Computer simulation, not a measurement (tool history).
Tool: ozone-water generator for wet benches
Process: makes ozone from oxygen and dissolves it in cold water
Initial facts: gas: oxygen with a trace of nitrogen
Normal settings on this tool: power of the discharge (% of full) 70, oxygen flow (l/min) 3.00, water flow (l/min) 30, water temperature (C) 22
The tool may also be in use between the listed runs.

run,hour,power of the discharge (% of full),oxygen flow (l/min),water flow (l/min),water temperature (C),dissolved ozone (ppm),ozone in the gas ahead of the water (g/m3)
1,0.0,70,3.00,30,22,16.6,263.8
2,41.0,70,2.62,30,22,16.1,281.9
3,62.7,70,3.00,30,22,16.6,264.3
4,110.3,70,3.00,30,22,16.5,261.7
5,157.5,70,3.00,30,22,16.5,263.2
6,186.4,70,3.00,30,22,16.6,264.8
7,221.4,85,3.00,30,22,18.3,292.4
8,253.5,85,3.00,29,22,18.9,292.9
9,305.6,85,3.00,29,22,18.9,292.2
10,356.2,61,3.00,29,22,16.1,247.2
11,388.9,61,3.00,29,22,16.0,244.6
12,434.4,61,3.00,29,22,16.2,243.9
13,459.8,48,3.00,31,22,13.3,216.5
14,485.5,48,3.00,31,22,13.1,215.1
15,535.2,48,3.00,31,22,13.2,214.2
16,576.0,48,4.44,19,22,21.7,180.7
17,599.2,48,4.44,19,22,21.7,181.9

Branching from run 17: 4 alternative next runs. What would each branch give?
A,629.8,70,3.00,30,24,?,?
B,629.8,60,4.44,38,22,?,?
C,629.8,48,4.44,30,22,?,?
D,629.8,70,3.00,30,24,?,?

run,dissolved ozone (ppm),ozone in the gas ahead of the water (g/m3)
A,16.4,261.8
B,13.7,204.0
C,15.1,180.4
D,16.6,263.3
With no hidden state in the tool, these same runs would have given:
run,dissolved ozone (ppm),ozone in the gas ahead of the water (g/m3)
A,16.5,265.2
B,13.7,206.7
C,15.1,182.8
D,16.6,266.7
